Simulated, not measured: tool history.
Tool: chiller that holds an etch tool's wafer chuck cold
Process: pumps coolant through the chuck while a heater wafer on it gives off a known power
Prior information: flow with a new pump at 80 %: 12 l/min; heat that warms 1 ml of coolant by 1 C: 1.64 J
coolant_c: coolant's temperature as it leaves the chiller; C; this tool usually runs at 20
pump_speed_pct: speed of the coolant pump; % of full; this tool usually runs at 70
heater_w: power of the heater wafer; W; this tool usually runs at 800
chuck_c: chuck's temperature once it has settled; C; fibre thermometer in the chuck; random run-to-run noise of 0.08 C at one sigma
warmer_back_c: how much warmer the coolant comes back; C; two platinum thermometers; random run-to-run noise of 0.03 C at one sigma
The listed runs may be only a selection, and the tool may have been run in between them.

run    hour  coolant_c  pump_speed_pct  heater_w  chuck_c  warmer_back_c
  1     0.0         20              70       800    27.62           2.77
  2    38.0         20              70       757    27.17           2.68
  3    77.2         12              70       757    19.05           2.70
  4   124.6         12              70       757    19.13           2.78
  5   163.0         12              70       757    19.19           2.79
  6   189.9         20              96       800    26.36           2.15
  7   215.3         20              96       800    26.38           2.21
  8   259.3         20              70       800    27.62           2.96
  9   307.4         20              70       800    27.70           3.00
 10   356.5         20              70       800    27.54           3.02
 11   400.4         20              70       800    27.48           3.06
 12   436.4         20              70       423    23.93           1.81
      441.2  -- gauge calibrated
 13   474.5         20              70       423    24.13           1.53
 14   522.2         20              70       800    27.49           2.81
 15   564.7         20              85       800    26.83           2.39
 16   617.7         20              85       632    25.43           1.94
 17   652.7         17              63       898    26.07           3.60
 18   693.6         29              93       791    35.59           2.28
 19   744.4         14              68       855    22.24           3.31
 20   795.1         14              68       855    22.17           3.35
 21   827.0         12              80      1057    21.21           3.52
 22   874.0         18              67       563    23.46           2.39
 23   917.3         22              99       746    27.85           2.18
 24   960.0         20              80       526    24.47           1.97
      998.2  -- gauge calibrated
 25  1007.8         17              70       857    25.10           2.97
 26  1029.9         14              70       804    21.63           2.83
 27  1079.9         14              70       804    21.70           2.87
 28  1118.8         14              94       635    19.18           1.76
 29  1142.5         14              94       635    19.28           1.72
 30  1182.0         14              94       635    19.10           1.79
 31  1221.6         14              94       590    18.89           1.66

Here are 3 independent what-if runs from the current tool condition. What would each one return?
  A  1246.5         14              74       708        ?              ?
  B  1246.5         25              70       521        ?              ?
  C  1246.5         20              77       800        ?              ?

run  chuck_c  warmer_back_c
  A    20.56           2.53
  B    30.05           2.04
  C    27.32           2.72
What these runs would have given with no unlogged condition in the tool:
run  chuck_c  warmer_back_c
  A    20.55           2.34
  B    30.05           1.85
  C    27.32           2.54
